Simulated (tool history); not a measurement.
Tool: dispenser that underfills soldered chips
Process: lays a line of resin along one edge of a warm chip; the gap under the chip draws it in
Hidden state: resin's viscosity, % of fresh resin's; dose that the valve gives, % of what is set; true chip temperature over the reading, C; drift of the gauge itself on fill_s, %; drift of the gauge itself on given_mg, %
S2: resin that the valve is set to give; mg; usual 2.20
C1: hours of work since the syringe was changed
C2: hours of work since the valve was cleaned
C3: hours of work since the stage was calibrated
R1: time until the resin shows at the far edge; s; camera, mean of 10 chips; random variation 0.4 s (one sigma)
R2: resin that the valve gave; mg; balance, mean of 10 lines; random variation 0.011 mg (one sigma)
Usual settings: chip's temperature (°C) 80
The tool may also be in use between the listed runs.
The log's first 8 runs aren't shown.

At hour 88.7: new syringe of resin.
Run 9, hour 91.6: usual settings but chip's temperature (°C) 74; C1 2; C2 127; C3 473. Result: R1 37.5 s, R2 1.99 mg.
At hour 96.6: dispensing valve cleaned and set on the balance.
At hour 99.1: new syringe of resin.
Run 10, hour 103.6: usual settings; C1 4; C2 5; C3 481. Result: R1 31.8 s, R2 2.19 mg.
At hour 108.0: new syringe of resin.
Run 11, hour 111.2: usual settings; C1 3; C2 11; C3 487. Result: R1 30.8 s, R2 2.19 mg.
At hour 116.9: new syringe of resin.
At hour 125.6: new syringe of resin.
Run 12, hour 125.6: usual settings; C1 0; C2 22; C3 498. Result: R1 28.2 s, R2 2.17 mg.
At hour 134.4: new syringe of resin.
Run 13, hour 138.4: usual settings; C1 3; C2 32; C3 508. Result: R1 32.5 s, R2 2.15 mg.
At hour 143.8: new syringe of resin.
Run 14, hour 146.0: usual settings; C1 2; C2 38; C3 514. Result: R1 30.7 s, R2 2.16 mg.
At hour 152.7: new syringe of resin.
Run 15, hour 156.0: usual settings; C1 3; C2 45; C3 521. Result: R1 30.9 s, R2 2.15 mg.
At hour 161.9: new syringe of resin.
Run 16, hour 167.0: usual settings; C1 4; C2 54; C3 530. Result: R1 34.1 s, R2 2.12 mg.
At hour 171.5: new syringe of resin.
Run 17, hour 179.6: usual settings; C1 6; C2 64; C3 540. Result: R1 35.1 s, R2 2.11 mg.
At hour 180.8: new syringe of resin.
Run 18, hour 187.6: usual settings but S2 2.02 mg; C1 5; C2 70; C3 546. Result: R1 36.4 s, R2 1.92 mg.

The next listed run, before its measurement:
At hour 189.8: new syringe of resin.
At hour 199.0: new syringe of resin.
Run 19, hour 204.5: usual settings but S2 2.31 mg; C1 4; C2 83; C3 559. Result: R1 ?, R2 ?.

Run 19 gave R1 33.5 s, R2 2.18 mg.
Without the tool's hidden state the same run would have given R1 25.8 s, R2 2.31 mg.

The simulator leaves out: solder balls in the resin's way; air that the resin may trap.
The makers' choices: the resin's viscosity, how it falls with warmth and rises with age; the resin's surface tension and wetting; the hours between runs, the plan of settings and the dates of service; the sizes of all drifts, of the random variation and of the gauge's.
